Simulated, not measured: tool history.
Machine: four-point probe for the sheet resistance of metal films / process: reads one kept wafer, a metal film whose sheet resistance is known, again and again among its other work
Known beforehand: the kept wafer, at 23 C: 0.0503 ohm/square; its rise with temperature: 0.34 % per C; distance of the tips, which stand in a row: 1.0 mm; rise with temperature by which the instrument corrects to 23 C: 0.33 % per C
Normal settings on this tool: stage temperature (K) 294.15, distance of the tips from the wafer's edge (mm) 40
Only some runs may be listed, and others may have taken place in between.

| run | day | stage temperature (K) | distance of the tips from the wafer's edge (mm) | sheet resistance as the instrument gives it (ohm/square) |
|---|---|---|---|---|
| 1 | 0 | 294.15 | 40 | 0.050062 |
| 2 | 0.733 | 294.15 | 27 | 0.0501 |
| 3 | 1.971 | 294.15 | 27 | 0.050087 |
| 4 | 3.233 | 294.15 | 27 | 0.050083 |
| 5 | 4.15 | 294.15 | 27 | 0.050058 |
| 6 | 4.875 | 294.15 | 27 | 0.050077 |
| 7 | 5.838 | 294.15 | 27 | 0.050078 |
| 8 | 6.871 | 296.15 | 40 | 0.050054 |
| 9 | 7.742 | 296.15 | 40 | 0.05006 |
| 10 | 8.904 | 296.15 | 40 | 0.050065 |
| 11 | 9.558 | 306.15 | 11 | 0.050318 |
| 12 | 10.75 | 294.15 | 23 | 0.050079 |
| 13 | 11.904 | 294.15 | 23 | 0.050082 |
| 14 | 12.779 | 297.15 | 17 | 0.050129 |
| 15 | 13.529 | 297.15 | 17 | 0.050119 |
| 16 | 14.779 | 305.15 | 6 | 0.050812 |
| 17 | 15.817 | 300.15 | 4 | 0.051674 |
| 18 | 16.65 | 291.15 | 12 | 0.050192 |
| 19 | 17.758 | 293.15 | 3 | 0.052803 |

The logged runs with the hidden state left out (each run's random variation unchanged):
Hidden state at play: inner tips' distance over the nominal, %; tips' flats over new ones', %; wafer's true temperature over the reading, C; drift of the gauge itself on sheet_ohm, %.
| run | sheet resistance as the instrument gives it (ohm/square) |
|---|---|
| 1 | 0.050293 |
| 2 | 0.050333 |
| 3 | 0.050323 |
| 4 | 0.050322 |
| 5 | 0.0503 |
| 6 | 0.050321 |
| 7 | 0.050324 |
| 8 | 0.050302 |
| 9 | 0.050311 |
| 10 | 0.050318 |
| 11 | 0.050574 |
| 12 | 0.050337 |
| 13 | 0.050343 |
| 14 | 0.050392 |
| 15 | 0.050384 |
| 16 | 0.051083 |
| 17 | 0.051952 |
| 18 | 0.050466 |
| 19 | 0.053092 |

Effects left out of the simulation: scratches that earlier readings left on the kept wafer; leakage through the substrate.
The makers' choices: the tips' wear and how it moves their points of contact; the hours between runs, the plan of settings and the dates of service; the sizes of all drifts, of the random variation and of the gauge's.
